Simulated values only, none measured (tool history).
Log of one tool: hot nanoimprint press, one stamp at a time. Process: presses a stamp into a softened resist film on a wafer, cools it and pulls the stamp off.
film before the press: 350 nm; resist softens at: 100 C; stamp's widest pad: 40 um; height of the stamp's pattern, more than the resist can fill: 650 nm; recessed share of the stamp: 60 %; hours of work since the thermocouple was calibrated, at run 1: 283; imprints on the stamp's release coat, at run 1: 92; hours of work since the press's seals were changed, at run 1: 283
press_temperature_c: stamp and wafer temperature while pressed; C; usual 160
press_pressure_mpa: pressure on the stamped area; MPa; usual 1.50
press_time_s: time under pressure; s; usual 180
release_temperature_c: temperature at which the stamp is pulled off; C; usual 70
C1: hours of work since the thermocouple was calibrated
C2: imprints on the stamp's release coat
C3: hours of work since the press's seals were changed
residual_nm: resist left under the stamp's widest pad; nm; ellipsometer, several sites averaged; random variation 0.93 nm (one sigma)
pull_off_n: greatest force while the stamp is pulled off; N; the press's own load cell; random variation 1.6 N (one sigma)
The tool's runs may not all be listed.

run 1 hour=0.0 | press_temperature_c=160 press_pressure_mpa=1.50 press_time_s=180 release_temperature_c=70 | C1=283 C2=92 C3=283 | residual_nm=167.1 pull_off_n=142
run 2 hour=27.4 | press_temperature_c=160 press_pressure_mpa=1.50 press_time_s=132 release_temperature_c=70 | C1=297 C2=200 C3=297 | residual_nm=187.2 pull_off_n=142
run 3 hour=53.2 | press_temperature_c=160 press_pressure_mpa=1.50 press_time_s=132 release_temperature_c=70 | C1=310 C2=301 C3=310 | residual_nm=186.0 pull_off_n=142
run 4 hour=83.0 | press_temperature_c=160 press_pressure_mpa=1.50 press_time_s=132 release_temperature_c=70 | C1=325 C2=419 C3=325 | residual_nm=186.8 pull_off_n=144
run 5 hour=101.2 | press_temperature_c=160 press_pressure_mpa=1.50 press_time_s=180 release_temperature_c=70 | C1=335 C2=490 C3=335 | residual_nm=168.3 pull_off_n=145
run 6 hour=126.4 | press_temperature_c=160 press_pressure_mpa=1.50 press_time_s=180 release_temperature_c=70 | C1=348 C2=590 C3=348 | residual_nm=168.2 pull_off_n=141
run 7 hour=142.5 | press_temperature_c=160 press_pressure_mpa=1.50 press_time_s=180 release_temperature_c=70 | C1=356 C2=653 C3=356 | residual_nm=166.6 pull_off_n=145
run 8 hour=165.1 | press_temperature_c=160 press_pressure_mpa=1.50 press_time_s=180 release_temperature_c=70 | C1=368 C2=742 C3=368 | residual_nm=168.3 pull_off_n=145
run 9 hour=186.5 | press_temperature_c=160 press_pressure_mpa=1.50 press_time_s=180 release_temperature_c=70 | C1=379 C2=826 C3=379 | residual_nm=166.8 pull_off_n=144
run 10 hour=204.5 | press_temperature_c=160 press_pressure_mpa=1.50 press_time_s=180 release_temperature_c=70 | C1=388 C2=897 C3=388 | residual_nm=168.2 pull_off_n=145
run 11 hour=234.3 | press_temperature_c=160 press_pressure_mpa=1.50 press_time_s=180 release_temperature_c=70 | C1=403 C2=1014 C3=403 | residual_nm=167.7 pull_off_n=142
run 12 hour=249.2 | press_temperature_c=160 press_pressure_mpa=1.50 press_time_s=180 release_temperature_c=70 | C1=411 C2=1073 C3=411 | residual_nm=167.5 pull_off_n=145
run 13 hour=263.4 | press_temperature_c=149 press_pressure_mpa=1.63 press_time_s=316 release_temperature_c=78 | C1=418 C2=1129 C3=418 | residual_nm=233.5 pull_off_n=133
run 14 hour=287.7 | press_temperature_c=161 press_pressure_mpa=1.50 press_time_s=180 release_temperature_c=70 | C1=431 C2=1224 C3=431 | residual_nm=160.0 pull_off_n=142
run 15 hour=303.9 | press_temperature_c=155 press_pressure_mpa=1.50 press_time_s=237 release_temperature_c=58 | C1=439 C2=1288 C3=439 | residual_nm=196.1 pull_off_n=159
run 16 hour=329.1 | press_temperature_c=160 press_pressure_mpa=1.50 press_time_s=195 release_temperature_c=70 | C1=452 C2=1388 C3=452 | residual_nm=163.3 pull_off_n=145
-- hour=336.5 plate thermocouple calibrated
run 17 hour=359.5 | press_temperature_c=160 press_pressure_mpa=1.50 press_time_s=95 release_temperature_c=70 | C1=12 C2=1496 C3=466 | residual_nm=209.4 pull_off_n=143
-- hour=367.9 stamp cleaned and given a new release coat
run 18 hour=388.4 | press_temperature_c=150 press_pressure_mpa=1.50 press_time_s=180 release_temperature_c=70 | C1=24 C2=81 C3=478 | residual_nm=262.1 pull_off_n=145
run 19 hour=401.1 | press_temperature_c=160 press_pressure_mpa=1.88 press_time_s=180 release_temperature_c=61 | C1=30 C2=131 C3=485 | residual_nm=153.2 pull_off_n=152
run 20 hour=421.7 | press_temperature_c=160 press_pressure_mpa=1.88 press_time_s=180 release_temperature_c=61 | C1=41 C2=212 C3=495 | residual_nm=154.3 pull_off_n=157
run 21 hour=441.2 | press_temperature_c=157 press_pressure_mpa=1.50 press_time_s=180 release_temperature_c=70 | C1=51 C2=288 C3=505 | residual_nm=193.0 pull_off_n=145
run 22 hour=463.9 | press_temperature_c=171 press_pressure_mpa=0.96 press_time_s=180 release_temperature_c=70 | C1=63 C2=378 C3=517 | residual_nm=116.9 pull_off_n=145

4 ways to go on from here, each from the tool as it stands after run 22. What would each give?
run A hour=486.8 | press_temperature_c=160 press_pressure_mpa=1.02 press_time_s=114 release_temperature_c=70 | C1=74 C2=468 C3=529 | residual_nm=? pull_off_n=?
run B hour=486.8 | press_temperature_c=164 press_pressure_mpa=0.96 press_time_s=152 release_temperature_c=57 | C1=74 C2=468 C3=529 | residual_nm=? pull_off_n=?
run C hour=486.8 | press_temperature_c=167 press_pressure_mpa=0.96 press_time_s=182 release_temperature_c=74 | C1=74 C2=468 C3=529 | residual_nm=? pull_off_n=?
run D hour=486.8 | press_temperature_c=158 press_pressure_mpa=0.96 press_time_s=164 release_temperature_c=70 | C1=74 C2=468 C3=529 | residual_nm=? pull_off_n=?

run=A residual_nm=225.9 pull_off_n=144
run=B residual_nm=176.3 pull_off_n=161
run=C residual_nm=142.4 pull_off_n=140
run=D residual_nm=223.3 pull_off_n=145
Without the tool's hidden state the same runs would have given:
run=A residual_nm=226.0 pull_off_n=143
run=B residual_nm=176.4 pull_off_n=160
run=C residual_nm=142.4 pull_off_n=139
run=D residual_nm=223.4 pull_off_n=144
